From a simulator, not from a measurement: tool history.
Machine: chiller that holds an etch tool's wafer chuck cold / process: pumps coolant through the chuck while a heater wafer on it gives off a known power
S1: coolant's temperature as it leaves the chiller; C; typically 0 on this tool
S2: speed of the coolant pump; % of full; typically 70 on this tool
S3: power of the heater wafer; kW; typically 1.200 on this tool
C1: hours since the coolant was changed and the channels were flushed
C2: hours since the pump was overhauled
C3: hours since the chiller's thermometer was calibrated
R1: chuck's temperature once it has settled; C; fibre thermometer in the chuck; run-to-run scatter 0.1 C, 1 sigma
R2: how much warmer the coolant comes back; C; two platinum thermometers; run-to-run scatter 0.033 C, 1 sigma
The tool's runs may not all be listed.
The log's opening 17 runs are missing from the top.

| run | hour | S1 | S2 | S3 | C1 | C2 | C3 | R1 | R2 |
|---|---|---|---|---|---|---|---|---|---|
| 18 | 494.4 | 8 | 65 | 0.882 | 3313 | 53 | 1979 | 14.7 | 3.32 |
| 19 | 519.0 | 4 | 70 | 1.421 | 3338 | 78 | 2003 | 14.0 | 4.93 |
| 20 | 539.4 | 0 | 66 | 0.974 | 3358 | 98 | 2024 | 7.1 | 3.64 |
| 21 | 562.0 | -6 | 63 | 0.979 | 3380 | 121 | 2046 | 1.5 | 3.83 |
| 22 | 587.3 | -6 | 63 | 0.979 | 3406 | 146 | 2072 | 1.6 | 3.81 |
| 23 | 612.1 | 2 | 67 | 1.215 | 3431 | 171 | 2096 | 11.1 | 4.53 |
| 24 | 633.9 | 0 | 76 | 0.946 | 3452 | 193 | 2118 | 6.3 | 2.99 |
| 25 | 652.9 | -6 | 89 | 0.701 | 3471 | 212 | 2137 | -1.8 | 1.96 |
| 26 | 686.1 | -6 | 89 | 0.815 | 3505 | 245 | 2170 | -1.0 | 2.24 |
| 27 | 717.4 | -6 | 89 | 0.815 | 3536 | 276 | 2202 | -1.0 | 2.24 |
| 28 | 732.1 | 0 | 62 | 1.200 | 3551 | 291 | 2216 | 9.4 | 4.78 |
| 29 | 755.9 | -3 | 86 | 0.909 | 3574 | 314 | 2240 | 2.8 | 2.64 |

What does the tool deliver on the next run?
| 30 | 784.8 | 9 | 65 | 0.704 | 3603 | 343 | 2269 | ? | ? |

Run 30 measured R1 14.5 C, R2 2.59 C.
Take away the tool's hidden state, keep the run-to-run variation as it was, and the same run would have given R1 14.2 C, R2 2.59 C.
